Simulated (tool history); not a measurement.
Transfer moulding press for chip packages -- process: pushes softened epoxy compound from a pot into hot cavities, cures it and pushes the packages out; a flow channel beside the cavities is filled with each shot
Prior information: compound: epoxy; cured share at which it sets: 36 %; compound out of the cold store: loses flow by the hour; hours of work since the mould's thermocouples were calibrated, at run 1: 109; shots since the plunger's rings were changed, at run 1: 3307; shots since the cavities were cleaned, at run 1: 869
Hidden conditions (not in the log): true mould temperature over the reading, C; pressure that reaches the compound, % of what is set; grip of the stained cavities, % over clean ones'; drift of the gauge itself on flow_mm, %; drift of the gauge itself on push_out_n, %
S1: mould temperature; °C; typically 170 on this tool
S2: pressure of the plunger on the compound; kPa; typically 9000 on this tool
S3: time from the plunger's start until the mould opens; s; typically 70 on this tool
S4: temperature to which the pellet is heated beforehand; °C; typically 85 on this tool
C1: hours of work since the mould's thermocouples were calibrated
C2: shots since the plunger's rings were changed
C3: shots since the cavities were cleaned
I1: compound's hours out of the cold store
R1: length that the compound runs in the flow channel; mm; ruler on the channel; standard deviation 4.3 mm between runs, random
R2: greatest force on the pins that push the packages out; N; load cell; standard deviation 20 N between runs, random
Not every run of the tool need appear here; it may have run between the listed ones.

run,day,S1,S2,S3,S4,C1,C2,C3,I1,R1,R2
1,0.000,170,9000,70,85,109,3307,869,30.4,655,1977
# day 0.708: cavities cleaned with cleaning compound and waxed
2,1.450,170,9000,70,85,135,3895,315,20.0,665,1540
3,2.471,170,9000,70,85,154,4326,746,22.0,665,1876
# day 3.575: cavities cleaned with cleaning compound and waxed
4,3.696,170,9000,70,85,175,4820,51,41.9,626,1090
5,5.446,170,9000,104,85,208,5561,792,27.5,637,854
# day 6.388: cavities cleaned with cleaning compound and waxed
6,6.742,170,9000,104,85,231,6083,151,31.7,617,583
7,7.558,170,9000,104,85,247,6429,497,36.0,614,749
# day 8.908: plunger's sealing rings changed
8,8.967,170,9000,70,85,271,24,1048,12.4,706,2067
# day 9.254: cavities cleaned with cleaning compound and waxed
9,10.792,170,9000,70,85,304,771,651,41.7,653,1803
# day 12.038: cavities cleaned with cleaning compound and waxed
10,12.583,170,9000,70,89,337,1503,231,44.1,652,1339
11,13.792,175,9000,70,89,359,2014,742,20.2,677,1302
# day 14.817: cavities cleaned with cleaning compound and waxed
12,15.462,170,10930,54,85,389,2696,273,11.8,766,2745
13,16.858,170,7890,70,77,416,3288,865,32.6,617,2104
# day 17.658: cavities cleaned with cleaning compound and waxed
14,17.658,174,7890,70,83,429,3600,0,14.0,624,823
15,19.362,174,8740,77,85,461,4321,721,32.3,623,1105
# day 20.462: cavities cleaned with cleaning compound and waxed
16,20.733,177,8740,68,87,486,4875,114,45.4,599,827
17,21.658,177,8740,68,82,503,5267,506,15.9,631,1283
# day 23.262: cavities cleaned with cleaning compound and waxed
18,23.262,177,9000,70,85,532,5920,0,22.7,634,683

Below are 3 alternative next runs, each starting from the tool's condition after run 18. Predict each:
A,24.854,170,10480,70,93,562,6594,674,36.6,?,?
B,24.854,166,9000,70,85,562,6594,674,38.3,?,?
C,24.854,177,7210,83,82,562,6594,674,35.1,?,?

run,R1,R2
A,666,1767
B,617,2451
C,551,856
With no hidden state in the tool, these same runs would have given:
run,R1,R2
A,729,916
B,676,1289
C,604,468
